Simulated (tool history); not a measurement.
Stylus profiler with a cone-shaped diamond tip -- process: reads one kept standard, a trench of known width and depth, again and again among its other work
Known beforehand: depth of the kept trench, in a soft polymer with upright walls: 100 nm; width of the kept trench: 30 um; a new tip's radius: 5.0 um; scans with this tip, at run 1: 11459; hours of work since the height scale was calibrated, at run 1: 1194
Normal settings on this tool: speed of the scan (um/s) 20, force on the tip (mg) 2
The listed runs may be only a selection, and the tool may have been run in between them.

run	day	speed of the scan (um/s)	force on the tip (mg)	scans with this tip	hours of work since the height scale was calibrated	depth of the trench (nm)	width of the trench's floor (nm)
1	0	20	2	11459	1194	101.05	27280
2	1.488	20	2	11678	1216	101.07	27250
3	3.475	20	2	11970	1247	101.07	27160
# day 3.725: new tip fitted, height scale calibrated
4	6.521	20	2	411	43	100.49	27910
5	8.546	20	2	709	74	100.49	27880
6	10.488	20	2	995	104	100.48	27910
7	12.333	20	0.88	1267	132	100.38	27890
8	13.817	20	0.88	1485	155	100.31	27890
9	16.729	8	0.96	1914	199	100.41	27870
10	18.854	8	0.96	2227	232	100.4	27800
11	20.221	8	0.96	2428	253	100.33	27870
12	21.508	16	0.8	2618	273	100.38	27810
13	22.879	6	1.94	2819	294	100.63	27810
14	25.308	6	1.94	3177	331	100.63	27770
15	26.65	6	1.94	3374	351	100.62	27780

Each row is a separate what-if for the run after 15, all from the same tool condition, not one after another. Results?
A	28.329	6	2.08	3622	377	?	?
B	28.329	65	1.68	3622	377	?	?
C	28.329	37	4.95	3622	377	?	?
D	28.329	15	0.83	3622	377	?	?
E	28.329	12	5.4	3622	377	?	?

run	depth of the trench (nm)	width of the trench's floor (nm)
A	100.65	27760
B	100.56	27650
C	101.07	27720
D	100.48	27770
E	101.08	27780
With no hidden state in the tool, these same runs would have given:
run	depth of the trench (nm)	width of the trench's floor (nm)
A	100.46	27990
B	100.37	27880
C	100.88	27950
D	100.29	28000
E	100.89	28010
